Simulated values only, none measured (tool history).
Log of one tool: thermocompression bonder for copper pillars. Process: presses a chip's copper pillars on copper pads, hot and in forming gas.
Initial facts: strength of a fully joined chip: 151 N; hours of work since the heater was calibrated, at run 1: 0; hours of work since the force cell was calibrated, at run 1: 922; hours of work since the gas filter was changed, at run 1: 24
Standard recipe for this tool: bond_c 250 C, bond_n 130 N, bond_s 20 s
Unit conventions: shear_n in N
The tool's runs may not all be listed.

run   hour  bond_c  bond_n  bond_s  hours of work since the heater was calibrated  hours of work since the force cell was calibrated  hours of work since the gas filter was changed  shear_n
  1    0.0     250     130      20                                              0                                                922                                              24    103.6
  2   33.6     250     130      20                                             24                                                945                                              48    101.8
  3   90.8     250     130      20                                             64                                                986                                              88     99.8
     138.6  -- forming gas filter changed
  4  141.6     250     130      20                                            100                                               1021                                               2    106.4
     149.4  -- heater calibrated with a thermocouple chip
  5  202.4     250     130      20                                             37                                               1063                                              44    104.9
  6  235.1     250     107      20                                             61                                               1086                                              67     93.2
     248.3  -- heater calibrated with a thermocouple chip, once more
  7  263.5     250     107      20                                             11                                               1105                                              86     91.0
     315.4  -- forming gas filter changed
  8  319.6     233     130      20                                             50                                               1144                                               3     87.7
  9  374.9     233     130      48                                             89                                               1183                                              42    108.7
 10  421.1     233     130      48                                            122                                               1216                                              75    106.4
 11  483.1     233     130      48                                            166                                               1260                                             119    104.8
     488.6  -- forming gas filter changed
 12  524.9     233     182      50                                            195                                               1289                                              26    126.4

What does the tool deliver on the next run?
 13  586.5     233     182      50                                            238                                               1332                                              69        ?

Run 13 produced shear_n 123.7 N.
Without the tool's hidden state the same run would have given shear_n 125.4 N.

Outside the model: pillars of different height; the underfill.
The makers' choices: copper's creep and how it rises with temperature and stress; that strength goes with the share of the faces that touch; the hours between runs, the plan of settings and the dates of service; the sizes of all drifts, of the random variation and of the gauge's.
